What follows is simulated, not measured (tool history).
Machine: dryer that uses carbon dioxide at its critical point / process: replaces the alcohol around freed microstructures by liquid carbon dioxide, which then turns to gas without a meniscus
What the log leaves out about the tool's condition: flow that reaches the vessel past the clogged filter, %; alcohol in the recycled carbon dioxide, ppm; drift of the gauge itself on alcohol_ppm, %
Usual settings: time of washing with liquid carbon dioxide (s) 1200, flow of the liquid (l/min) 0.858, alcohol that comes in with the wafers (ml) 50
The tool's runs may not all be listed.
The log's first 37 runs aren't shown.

run	hour	time of washing with liquid carbon dioxide (s)	flow of the liquid (l/min)	alcohol that comes in with the wafers (ml)	hours of work since the filter was changed	hours of work since the purifier's bed was changed	alcohol left in the vessel before it's heated (ppm by volume)
38	1302.3	1800	0.776	72	255	517	62
39	1336.7	1800	0.776	72	279	541	72
40	1376.3	720	0.825	50	306	568	534
41	1415.8	1800	0.707	42	332	594	81
# hour 1451.4: inlet filter changed
42	1454.6	1560	0.798	22	2	620	84
43	1487.1	1560	0.798	22	24	642	80
44	1526.6	1560	1.081	47	51	669	83
45	1567.2	1200	0.858	48	79	697	81
46	1605.9	1260	0.858	42	105	723	89

Predict each of these 3 candidate next runs independently; none follows another, all start after run 46:
A	1636.1	720	1.03	75	126	744	?
B	1636.1	1200	0.858	21	126	744	?
C	1636.1	1860	0.665	52	126	744	?

run	alcohol left in the vessel before it's heated (ppm by volume)
A	236
B	91
C	91
Without the tool's unlogged condition, the same runs would have read:
run	alcohol left in the vessel before it's heated (ppm by volume)
A	115
B	6
C	7
